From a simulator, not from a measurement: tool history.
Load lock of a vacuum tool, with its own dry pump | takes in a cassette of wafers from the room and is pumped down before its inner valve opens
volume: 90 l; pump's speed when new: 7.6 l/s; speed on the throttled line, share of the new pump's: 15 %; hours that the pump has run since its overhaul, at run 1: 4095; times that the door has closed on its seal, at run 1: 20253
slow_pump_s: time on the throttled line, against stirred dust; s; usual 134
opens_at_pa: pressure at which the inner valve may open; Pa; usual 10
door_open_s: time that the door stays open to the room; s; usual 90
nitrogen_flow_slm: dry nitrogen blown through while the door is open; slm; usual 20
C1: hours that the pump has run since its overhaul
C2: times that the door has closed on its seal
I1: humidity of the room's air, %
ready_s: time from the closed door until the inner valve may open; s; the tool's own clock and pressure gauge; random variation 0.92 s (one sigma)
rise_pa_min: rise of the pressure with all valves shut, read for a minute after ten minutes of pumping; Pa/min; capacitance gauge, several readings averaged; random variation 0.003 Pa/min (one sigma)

{"run": 1, "hour": 0.0, "slow_pump_s": 134, "opens_at_pa": 10, "door_open_s": 90, "nitrogen_flow_slm": 20, "C1": 4095, "C2": 20253, "I1": 45.2, "ready_s": 226.6, "rise_pa_min": 0.188}
{"run": 2, "hour": 72.4, "slow_pump_s": 134, "opens_at_pa": 10, "door_open_s": 90, "nitrogen_flow_slm": 20, "C1": 4168, "C2": 20374, "I1": 41.3, "ready_s": 226.5, "rise_pa_min": 0.197}
{"run": 3, "hour": 170.8, "slow_pump_s": 134, "opens_at_pa": 10, "door_open_s": 90, "nitrogen_flow_slm": 20, "C1": 4266, "C2": 20538, "I1": 42.8, "ready_s": 226.1, "rise_pa_min": 0.194}
{"run": 4, "hour": 307.0, "slow_pump_s": 171, "opens_at_pa": 10, "door_open_s": 90, "nitrogen_flow_slm": 20, "C1": 4402, "C2": 20765, "I1": 46.9, "ready_s": 258.1, "rise_pa_min": 0.195}
{"run": 5, "hour": 414.3, "slow_pump_s": 134, "opens_at_pa": 10, "door_open_s": 90, "nitrogen_flow_slm": 35, "C1": 4510, "C2": 20944, "I1": 45.2, "ready_s": 226.5, "rise_pa_min": 0.196}
{"run": 6, "hour": 493.6, "slow_pump_s": 134, "opens_at_pa": 10, "door_open_s": 90, "nitrogen_flow_slm": 35, "C1": 4589, "C2": 21076, "I1": 46.1, "ready_s": 226.3, "rise_pa_min": 0.198}
{"run": 7, "hour": 568.1, "slow_pump_s": 134, "opens_at_pa": 9, "door_open_s": 90, "nitrogen_flow_slm": 20, "C1": 4664, "C2": 21200, "I1": 44.8, "ready_s": 230.8, "rise_pa_min": 0.207}
{"run": 8, "hour": 652.4, "slow_pump_s": 134, "opens_at_pa": 9, "door_open_s": 90, "nitrogen_flow_slm": 26, "C1": 4748, "C2": 21341, "I1": 43.0, "ready_s": 228.5, "rise_pa_min": 0.206}
{"run": 9, "hour": 778.9, "slow_pump_s": 134, "opens_at_pa": 9, "door_open_s": 90, "nitrogen_flow_slm": 26, "C1": 4874, "C2": 21552, "I1": 47.1, "ready_s": 229.6, "rise_pa_min": 0.211}
{"run": 10, "hour": 882.4, "slow_pump_s": 134, "opens_at_pa": 9, "door_open_s": 90, "nitrogen_flow_slm": 26, "C1": 4978, "C2": 21724, "I1": 45.1, "ready_s": 228.2, "rise_pa_min": 0.209}
{"run": 11, "hour": 1020.1, "slow_pump_s": 134, "opens_at_pa": 10, "door_open_s": 90, "nitrogen_flow_slm": 20, "C1": 5116, "C2": 21954, "I1": 43.8, "ready_s": 227.2, "rise_pa_min": 0.214}
{"run": 12, "hour": 1134.7, "slow_pump_s": 134, "opens_at_pa": 10, "door_open_s": 90, "nitrogen_flow_slm": 20, "C1": 5230, "C2": 22145, "I1": 47.9, "ready_s": 228.6, "rise_pa_min": 0.219}
{"run": 13, "hour": 1247.4, "slow_pump_s": 134, "opens_at_pa": 10, "door_open_s": 90, "nitrogen_flow_slm": 20, "C1": 5343, "C2": 22333, "I1": 43.6, "ready_s": 227.0, "rise_pa_min": 0.222}
{"run": 14, "hour": 1343.7, "slow_pump_s": 134, "opens_at_pa": 7, "door_open_s": 90, "nitrogen_flow_slm": 20, "C1": 5439, "C2": 22494, "I1": 44.8, "ready_s": 232.7, "rise_pa_min": 0.219}
{"run": 15, "hour": 1421.7, "slow_pump_s": 134, "opens_at_pa": 7, "door_open_s": 90, "nitrogen_flow_slm": 20, "C1": 5517, "C2": 22624, "I1": 45.2, "ready_s": 232.6, "rise_pa_min": 0.235}
{"run": 16, "hour": 1530.6, "slow_pump_s": 134, "opens_at_pa": 7, "door_open_s": 90, "nitrogen_flow_slm": 20, "C1": 5626, "C2": 22805, "I1": 42.9, "ready_s": 232.9, "rise_pa_min": 0.229}
{"run": 17, "hour": 1619.2, "slow_pump_s": 110, "opens_at_pa": 10, "door_open_s": 54, "nitrogen_flow_slm": 20, "C1": 5715, "C2": 22953, "I1": 47.5, "ready_s": 209.1, "rise_pa_min": 0.226}
{"run": 18, "hour": 1729.9, "slow_pump_s": 110, "opens_at_pa": 10, "door_open_s": 33, "nitrogen_flow_slm": 20, "C1": 5825, "C2": 23138, "I1": 42.8, "ready_s": 208.3, "rise_pa_min": 0.231}
{"run": 19, "hour": 1791.3, "slow_pump_s": 134, "opens_at_pa": 12, "door_open_s": 90, "nitrogen_flow_slm": 42, "C1": 5887, "C2": 23240, "I1": 45.2, "ready_s": 226.4, "rise_pa_min": 0.231}
{"run": 20, "hour": 1903.7, "slow_pump_s": 109, "opens_at_pa": 8, "door_open_s": 200, "nitrogen_flow_slm": 4, "C1": 5999, "C2": 23427, "I1": 44.5, "ready_s": 209.0, "rise_pa_min": 0.282}
{"run": 21, "hour": 1973.0, "slow_pump_s": 86, "opens_at_pa": 10, "door_open_s": 90, "nitrogen_flow_slm": 11, "C1": 6069, "C2": 23543, "I1": 47.1, "ready_s": 187.7, "rise_pa_min": 0.251}
{"run": 22, "hour": 2102.2, "slow_pump_s": 162, "opens_at_pa": 10, "door_open_s": 146, "nitrogen_flow_slm": 11, "C1": 6198, "C2": 23758, "I1": 46.9, "ready_s": 251.8, "rise_pa_min": 0.268}
{"run": 23, "hour": 2241.4, "slow_pump_s": 162, "opens_at_pa": 10, "door_open_s": 34, "nitrogen_flow_slm": 11, "C1": 6337, "C2": 23991, "I1": 42.9, "ready_s": 252.5, "rise_pa_min": 0.249}
{"run": 24, "hour": 2318.7, "slow_pump_s": 112, "opens_at_pa": 16, "door_open_s": 34, "nitrogen_flow_slm": 11, "C1": 6414, "C2": 24119, "I1": 48.4, "ready_s": 204.5, "rise_pa_min": 0.255}
{"run": 25, "hour": 2415.5, "slow_pump_s": 138, "opens_at_pa": 10, "door_open_s": 90, "nitrogen_flow_slm": 20, "C1": 6511, "C2": 24281, "I1": 42.0, "ready_s": 233.0, "rise_pa_min": 0.253}
{"run": 26, "hour": 2493.0, "slow_pump_s": 138, "opens_at_pa": 10, "door_open_s": 90, "nitrogen_flow_slm": 20, "C1": 6588, "C2": 24410, "I1": 47.0, "ready_s": 232.4, "rise_pa_min": 0.258}
{"run": 27, "hour": 2586.7, "slow_pump_s": 77, "opens_at_pa": 10, "door_open_s": 90, "nitrogen_flow_slm": 6, "C1": 6682, "C2": 24566, "I1": 44.0, "ready_s": 181.3, "rise_pa_min": 0.277}
{"run": 28, "hour": 2711.2, "slow_pump_s": 159, "opens_at_pa": 10, "door_open_s": 56, "nitrogen_flow_slm": 20, "C1": 6807, "C2": 24774, "I1": 43.5, "ready_s": 249.1, "rise_pa_min": 0.254}
{"run": 29, "hour": 2849.1, "slow_pump_s": 159, "opens_at_pa": 14, "door_open_s": 56, "nitrogen_flow_slm": 10, "C1": 6945, "C2": 25004, "I1": 43.2, "ready_s": 246.5, "rise_pa_min": 0.266}
{"run": 30, "hour": 2914.7, "slow_pump_s": 159, "opens_at_pa": 14, "door_open_s": 56, "nitrogen_flow_slm": 10, "C1": 7010, "C2": 25113, "I1": 46.8, "ready_s": 246.8, "rise_pa_min": 0.266}
{"run": 31, "hour": 2997.4, "slow_pump_s": 144, "opens_at_pa": 8, "door_open_s": 40, "nitrogen_flow_slm": 5, "C1": 7093, "C2": 25251, "I1": 45.7, "ready_s": 242.3, "rise_pa_min": 0.278}

Forecast each of these 5 alternatives for the next run:
{"run": "A", "hour": 3106.7, "slow_pump_s": 95, "opens_at_pa": 10, "door_open_s": 90, "nitrogen_flow_slm": 20, "C1": 7202, "C2": 25433, "I1": 46.0, "ready_s": "?", "rise_pa_min": "?"}
{"run": "B", "hour": 3106.7, "slow_pump_s": 149, "opens_at_pa": 10, "door_open_s": 90, "nitrogen_flow_slm": 43, "C1": 7202, "C2": 25433, "I1": 43.6, "ready_s": "?", "rise_pa_min": "?"}
{"run": "C", "hour": 3106.7, "slow_pump_s": 134, "opens_at_pa": 14, "door_open_s": 48, "nitrogen_flow_slm": 20, "C1": 7202, "C2": 25433, "I1": 46.7, "ready_s": "?", "rise_pa_min": "?"}
{"run": "D", "hour": 3106.7, "slow_pump_s": 71, "opens_at_pa": 12, "door_open_s": 90, "nitrogen_flow_slm": 20, "C1": 7202, "C2": 25433, "I1": 43.2, "ready_s": "?", "rise_pa_min": "?"}
{"run": "E", "hour": 3106.7, "slow_pump_s": 144, "opens_at_pa": 11, "door_open_s": 33, "nitrogen_flow_slm": 5, "C1": 7202, "C2": 25433, "I1": 44.2, "ready_s": "?", "rise_pa_min": "?"}

run=A ready_s=196.6 rise_pa_min=0.270
run=B ready_s=243.1 rise_pa_min=0.266
run=C ready_s=223.9 rise_pa_min=0.272
run=D ready_s=174.2 rise_pa_min=0.271
run=E ready_s=236.5 rise_pa_min=0.272
Without the tool's hidden state the same runs would have given:
run=A ready_s=189.7 rise_pa_min=0.019
run=B ready_s=236.7 rise_pa_min=0.013
run=C ready_s=218.0 rise_pa_min=0.020
run=D ready_s=167.3 rise_pa_min=0.023
run=E ready_s=230.4 rise_pa_min=0.022
